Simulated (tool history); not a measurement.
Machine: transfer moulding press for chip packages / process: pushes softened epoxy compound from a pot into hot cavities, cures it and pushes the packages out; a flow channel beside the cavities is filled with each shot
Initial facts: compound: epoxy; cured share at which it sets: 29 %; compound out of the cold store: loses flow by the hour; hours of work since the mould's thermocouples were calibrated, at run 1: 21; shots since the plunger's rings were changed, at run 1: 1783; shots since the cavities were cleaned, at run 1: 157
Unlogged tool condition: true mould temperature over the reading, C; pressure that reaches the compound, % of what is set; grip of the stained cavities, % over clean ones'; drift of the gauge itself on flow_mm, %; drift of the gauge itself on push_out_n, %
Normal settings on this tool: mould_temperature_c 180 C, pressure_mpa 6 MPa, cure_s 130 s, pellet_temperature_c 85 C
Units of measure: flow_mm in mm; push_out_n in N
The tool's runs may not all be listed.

| run | hour | mould_temperature_c | pressure_mpa | cure_s | pellet_temperature_c | hours of work since the mould's thermocouples were calibrated | shots since the plunger's rings were changed | shots since the cavities were cleaned | incoming compound's hours out of the cold store | flow_mm | push_out_n |
|---|---|---|---|---|---|---|---|---|---|---|---|
| 1 | 0 | 180 | 6 | 130 | 85 | 21 | 1783 | 157 | 33.2 | 882 | 332 |
| 2 | 10.4 | 180 | 6 | 130 | 85 | 27 | 1872 | 246 | 20.8 | 941 | 355 |
| 3 | 18.6 | 180 | 6 | 130 | 85 | 32 | 1944 | 318 | 10.1 | 979 | 384 |
| 4 | 26.6 | 180 | 6 | 120 | 85 | 36 | 2013 | 387 | 9.1 | 981 | 467 |
| 5 | 35.1 | 180 | 6 | 120 | 85 | 41 | 2086 | 460 | 43 | 847 | 441 |
| 6 | 45.1 | 180 | 6 | 130 | 85 | 47 | 2173 | 547 | 43.1 | 847 | 394 |
|  | 50.1 | cavities cleaned with cleaning compound and waxed |
| 7 | 51.6 | 180 | 6 | 130 | 85 | 50 | 2216 | 13 | 15 | 958 | 302 |
| 8 | 60.3 | 180 | 6 | 130 | 85 | 55 | 2291 | 88 | 10.8 | 972 | 321 |
| 9 | 70.5 | 180 | 6 | 130 | 85 | 61 | 2379 | 176 | 23.1 | 923 | 343 |
| 10 | 77.4 | 180 | 6 | 130 | 85 | 65 | 2439 | 236 | 23.7 | 916 | 347 |
| 11 | 85.7 | 179 | 6 | 130 | 85 | 70 | 2511 | 308 | 28.9 | 896 | 388 |
| 12 | 96.3 | 187 | 5.01 | 158 | 85 | 76 | 2602 | 399 | 20.1 | 830 | 301 |
| 13 | 102.6 | 174 | 4.71 | 117 | 85 | 80 | 2657 | 454 | 43.9 | 761 | 730 |
| 14 | 108.1 | 184 | 6 | 130 | 87 | 83 | 2705 | 502 | 45.4 | 819 | 334 |
| 15 | 113.6 | 184 | 6 | 130 | 91 | 86 | 2752 | 549 | 27.3 | 887 | 351 |
|  | 118.3 | cavities cleaned with cleaning compound and waxed |
| 16 | 126.8 | 184 | 6 | 130 | 91 | 93 | 2853 | 73 | 47.2 | 813 | 241 |
| 17 | 131.8 | 184 | 6 | 130 | 91 | 96 | 2896 | 116 | 30.8 | 870 | 274 |

Take each entry between the runs: how does the hidden state at the last listed run before it differ from the hidden state at the first listed run after it?
Between runs 6 and 7: cavities cleaned with cleaning compound and waxed (hour 50.1)
  true mould temperature over the reading, C: -0.17 -> -0.18; pressure that reaches the compound, % of what is set: 96.2 -> 96.12; grip of the stained cavities, % over clean ones': 46.1 -> 2
  measured minus no-state result, flow_mm: -16 -> -19 mm; push_out_n: +125 -> +8 N
Between runs 15 and 16: cavities cleaned with cleaning compound and waxed (hour 118.3)
  pressure that reaches the compound, % of what is set: 95.3 -> 95.14; grip of the stained cavities, % over clean ones': 46.8 -> 9.8
  measured minus no-state result, flow_mm: -21 -> -20 mm; push_out_n: +113 -> +22 N
